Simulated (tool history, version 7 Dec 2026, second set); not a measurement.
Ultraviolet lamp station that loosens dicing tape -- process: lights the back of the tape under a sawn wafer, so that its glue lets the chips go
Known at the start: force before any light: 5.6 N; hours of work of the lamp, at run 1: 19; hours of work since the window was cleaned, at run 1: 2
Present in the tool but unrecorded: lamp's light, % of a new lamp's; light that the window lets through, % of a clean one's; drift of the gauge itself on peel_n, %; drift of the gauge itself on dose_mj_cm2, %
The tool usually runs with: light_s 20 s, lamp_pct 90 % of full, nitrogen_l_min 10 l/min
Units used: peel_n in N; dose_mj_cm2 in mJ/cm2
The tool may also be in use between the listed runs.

run,hour,light_s,lamp_pct,nitrogen_l_min,hours of work of the lamp,hours of work since the window was cleaned,peel_n,dose_mj_cm2
1,0,20,90,10,19,2,0.417,510
2,12.7,20,90,10,29,11,0.455,510
3,35.3,20,90,10,45,28,0.46,501
4,45.8,22,90,10,52,35,0.387,542
5,63,22,90,10,65,47,0.413,531
6,87.3,35,90,10,82,65,0.198,836
7,106.9,20,90,10,96,79,0.499,472
8,127.2,20,90,10,111,94,0.518,463
9,148.7,20,90,10,127,109,0.553,448
10,167.6,20,90,10,140,123,0.545,442
11,182.8,20,90,9,151,134,0.624,446
12,201.2,15,90,9,164,147,1.012,329
13,217.8,20,90,6,176,159,0.894,426
14,231,20,90,6,186,169,0.911,422
15,245.1,20,92,6,196,179,0.886,426
16,262.9,20,73,10,209,192,1.006,333
# hour 275.9: window cleaned of glue's vapour
17,285.3,20,73,10,225,7,0.747,393
18,305.1,20,73,10,239,21,0.75,385
19,317.6,20,73,10,248,30,0.742,381
20,333.1,20,73,10,259,41,0.781,384
21,346.8,28,73,12,269,51,0.356,516
22,360.8,20,64,10,279,61,1.009,322
23,384.8,24,88,12,296,78,0.353,527
24,398.7,24,88,12,306,88,0.37,511
25,409.6,24,68,16,314,96,0.505,395
26,423.6,29,69,14,324,106,0.383,476
27,441.7,20,78,16,337,120,0.597,366
28,453.4,17,66,10,346,128,1.368,260
29,476.5,11,90,10,363,145,1.629,228
30,486.8,11,90,10,370,152,1.621,226
31,500.1,31,63,3,380,162,1.431,437
32,511.8,31,63,3,388,170,1.421,428
33,532.2,31,61,3,403,185,1.482,407
34,552.6,33,83,3,417,199,0.927,584
# hour 555: window cleaned of glue's vapour
35,564.1,33,83,3,425,7,0.663,697
36,587.1,40,90,10,442,23,0.179,907
37,604.7,11,90,8,455,36,1.706,241

What if the next run were any one of these 5? Each begins from the tool's condition after run 37:
A,628.5,28,90,10,472,53,?,?
B,628.5,12,90,9,472,53,?,?
C,628.5,20,98,10,472,53,?,?
D,628.5,11,90,10,472,53,?,?
E,628.5,18,80,8,472,53,?,?

run,peel_n,dose_mj_cm2
A,0.297,606
B,1.44,256
C,0.495,471
D,1.488,235
E,1.036,344
With no hidden state in the tool, these same runs would have given:
run,peel_n,dose_mj_cm2
A,0.217,722
B,1.125,306
C,0.352,562
D,1.176,281
E,0.772,411

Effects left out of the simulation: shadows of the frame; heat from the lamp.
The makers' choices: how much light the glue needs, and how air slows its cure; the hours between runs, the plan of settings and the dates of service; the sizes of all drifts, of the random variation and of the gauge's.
